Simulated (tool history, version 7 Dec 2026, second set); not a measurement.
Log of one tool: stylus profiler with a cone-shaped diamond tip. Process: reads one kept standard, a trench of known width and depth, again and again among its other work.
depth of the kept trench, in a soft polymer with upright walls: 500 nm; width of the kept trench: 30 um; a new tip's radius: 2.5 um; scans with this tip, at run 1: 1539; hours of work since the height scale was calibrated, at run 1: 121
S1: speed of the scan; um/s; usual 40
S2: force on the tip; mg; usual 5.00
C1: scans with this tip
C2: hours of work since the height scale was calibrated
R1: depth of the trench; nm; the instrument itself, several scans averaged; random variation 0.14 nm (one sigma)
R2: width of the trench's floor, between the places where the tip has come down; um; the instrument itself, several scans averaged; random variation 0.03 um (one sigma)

run 1 hour=0.0 | S1=40 S2=5.00 | C1=1539 C2=121 | R1=509.83 R2=26.59
run 2 hour=23.0 | S1=40 S2=12.61 | C1=1742 C2=137 | R1=517.70 R2=26.62
run 3 hour=55.1 | S1=40 S2=5.00 | C1=2026 C2=160 | R1=509.70 R2=26.49
run 4 hour=88.0 | S1=40 S2=5.00 | C1=2318 C2=183 | R1=509.64 R2=26.44
run 5 hour=123.3 | S1=40 S2=5.00 | C1=2630 C2=207 | R1=510.06 R2=26.46
run 6 hour=138.8 | S1=120 S2=5.00 | C1=2767 C2=218 | R1=509.86 R2=26.16
run 7 hour=160.3 | S1=40 S2=4.69 | C1=2957 C2=233 | R1=509.61 R2=26.36
run 8 hour=195.4 | S1=40 S2=5.00 | C1=3268 C2=258 | R1=509.74 R2=26.31
run 9 hour=219.4 | S1=40 S2=5.00 | C1=3480 C2=274 | R1=510.05 R2=26.31
run 10 hour=238.1 | S1=40 S2=5.00 | C1=3645 C2=287 | R1=509.76 R2=26.28
run 11 hour=268.9 | S1=40 S2=5.00 | C1=3918 C2=309 | R1=510.48 R2=26.24
run 12 hour=294.7 | S1=40 S2=5.00 | C1=4146 C2=327 | R1=510.05 R2=26.17
run 13 hour=321.5 | S1=40 S2=11.62 | C1=4383 C2=345 | R1=516.95 R2=26.20
run 14 hour=341.7 | S1=40 S2=3.57 | C1=4562 C2=360 | R1=508.35 R2=26.11
run 15 hour=376.1 | S1=33 S2=3.57 | C1=4866 C2=384 | R1=508.30 R2=26.14
run 16 hour=395.0 | S1=33 S2=3.57 | C1=5033 C2=397 | R1=508.19 R2=26.07
run 17 hour=421.8 | S1=33 S2=3.57 | C1=5270 C2=415 | R1=508.27 R2=26.01
run 18 hour=450.4 | S1=40 S2=5.00 | C1=5523 C2=435 | R1=510.50 R2=25.96
run 19 hour=467.5 | S1=101 S2=5.00 | C1=5674 C2=447 | R1=510.31 R2=25.75
run 20 hour=503.6 | S1=40 S2=13.69 | C1=5994 C2=472 | R1=519.19 R2=25.94
run 21 hour=523.1 | S1=40 S2=13.69 | C1=6166 C2=486 | R1=519.21 R2=25.92
run 22 hour=549.8 | S1=40 S2=5.14 | C1=6402 C2=505 | R1=510.55 R2=25.86
run 23 hour=572.4 | S1=135 S2=5.00 | C1=6602 C2=520 | R1=510.47 R2=25.48
run 24 hour=596.8 | S1=135 S2=5.00 | C1=6818 C2=537 | R1=510.68 R2=25.46
run 25 hour=628.1 | S1=141 S2=5.30 | C1=7095 C2=559 | R1=510.83 R2=25.45
run 26 hour=646.9 | S1=10 S2=1.90 | C1=7261 C2=572 | R1=506.17 R2=25.88
run 27 hour=671.0 | S1=85 S2=3.38 | C1=7474 C2=589 | R1=508.55 R2=25.54
run 28 hour=703.9 | S1=85 S2=3.38 | C1=7765 C2=612 | R1=508.30 R2=25.49
run 29 hour=730.1 | S1=42 S2=1.92 | C1=7996 C2=630 | R1=506.24 R2=25.61
run 30 hour=757.5 | S1=21 S2=6.66 | C1=8239 C2=649 | R1=512.28 R2=25.72
run 31 hour=787.6 | S1=114 S2=5.73 | C1=8505 C2=670 | R1=511.65 R2=25.36
run 32 hour=815.9 | S1=12 S2=3.22 | C1=8756 C2=690 | R1=508.20 R2=25.61
run 33 hour=845.4 | S1=24 S2=6.78 | C1=9017 C2=711 | R1=512.95 R2=25.53
run 34 hour=880.5 | S1=100 S2=5.13 | C1=9327 C2=735 | R1=510.84 R2=25.23
run 35 hour=913.6 | S1=63 S2=13.55 | C1=9620 C2=758 | R1=519.65 R2=25.47
run 36 hour=931.4 | S1=63 S2=13.55 | C1=9777 C2=771 | R1=519.95 R2=25.43
run 37 hour=958.6 | S1=68 S2=7.38 | C1=10018 C2=790 | R1=513.76 R2=25.36
run 38 hour=980.8 | S1=12 S2=3.15 | C1=10214 C2=805 | R1=508.41 R2=25.43
run 39 hour=1008.4 | S1=119 S2=3.75 | C1=10459 C2=824 | R1=509.47 R2=25.02
run 40 hour=1023.5 | S1=59 S2=4.00 | C1=10591 C2=835 | R1=509.80 R2=25.27
run 41 hour=1050.5 | S1=69 S2=4.36 | C1=10830 C2=854 | R1=510.07 R2=25.21
run 42 hour=1082.8 | S1=40 S2=13.87 | C1=11116 C2=876 | R1=520.20 R2=25.30
run 43 hour=1117.4 | S1=73 S2=14.87 | C1=11422 C2=900 | R1=521.10 R2=25.19
run 44 hour=1144.3 | S1=73 S2=14.87 | C1=11660 C2=919 | R1=521.17 R2=25.27
run 45 hour=1168.1 | S1=23 S2=9.49 | C1=11871 C2=936 | R1=516.05 R2=25.31
run 46 hour=1183.1 | S1=23 S2=9.49 | C1=12004 C2=946 | R1=516.20 R2=25.23

Measured less the same run without the tool's hidden state. The same run-to-run variation is in both; the gauge's scatter may not be:
The hidden state here: radius of the tip, um; height scale over the true one, %; drift of the gauge itself on depth_nm, %; drift of the gauge itself on floor_um, %.
run=1 R1=+0.55 R2=-0.28
run=2 R1=+0.58 R2=-0.31
run=3 R1=+0.61 R2=-0.36
run=4 R1=+0.66 R2=-0.41
run=5 R1=+0.70 R2=-0.45
run=6 R1=+0.72 R2=-0.47
run=7 R1=+0.75 R2=-0.51
run=8 R1=+0.80 R2=-0.56
run=9 R1=+0.83 R2=-0.59
run=10 R1=+0.84 R2=-0.61
run=11 R1=+0.88 R2=-0.66
run=12 R1=+0.91 R2=-0.69
run=13 R1=+0.96 R2=-0.72
run=14 R1=+0.98 R2=-0.74
run=15 R1=+1.02 R2=-0.79
run=16 R1=+1.04 R2=-0.82
run=17 R1=+1.07 R2=-0.85
run=18 R1=+1.12 R2=-0.88
run=19 R1=+1.14 R2=-0.91
run=20 R1=+1.20 R2=-0.94
run=21 R1=+1.23 R2=-0.97
run=22 R1=+1.25 R2=-1.00
run=23 R1=+1.28 R2=-1.03
run=24 R1=+1.31 R2=-1.05
run=25 R1=+1.35 R2=-1.10
run=26 R1=+1.36 R2=-1.11
run=27 R1=+1.39 R2=-1.14
run=28 R1=+1.44 R2=-1.18
run=29 R1=+1.46 R2=-1.21
run=30 R1=+1.52 R2=-1.23
run=31 R1=+1.56 R2=-1.27
run=32 R1=+1.58 R2=-1.31
run=33 R1=+1.64 R2=-1.34
run=34 R1=+1.66 R2=-1.37
run=35 R1=+1.74 R2=-1.41
run=36 R1=+1.76 R2=-1.42
run=37 R1=+1.78 R2=-1.45
run=38 R1=+1.79 R2=-1.48
run=39 R1=+1.83 R2=-1.51
run=40 R1=+1.85 R2=-1.53
run=41 R1=+1.88 R2=-1.55
run=42 R1=+1.96 R2=-1.59
run=43 R1=+2.00 R2=-1.63
run=44 R1=+2.04 R2=-1.65
run=45 R1=+2.05 R2=-1.67
run=46 R1=+2.08 R2=-1.69
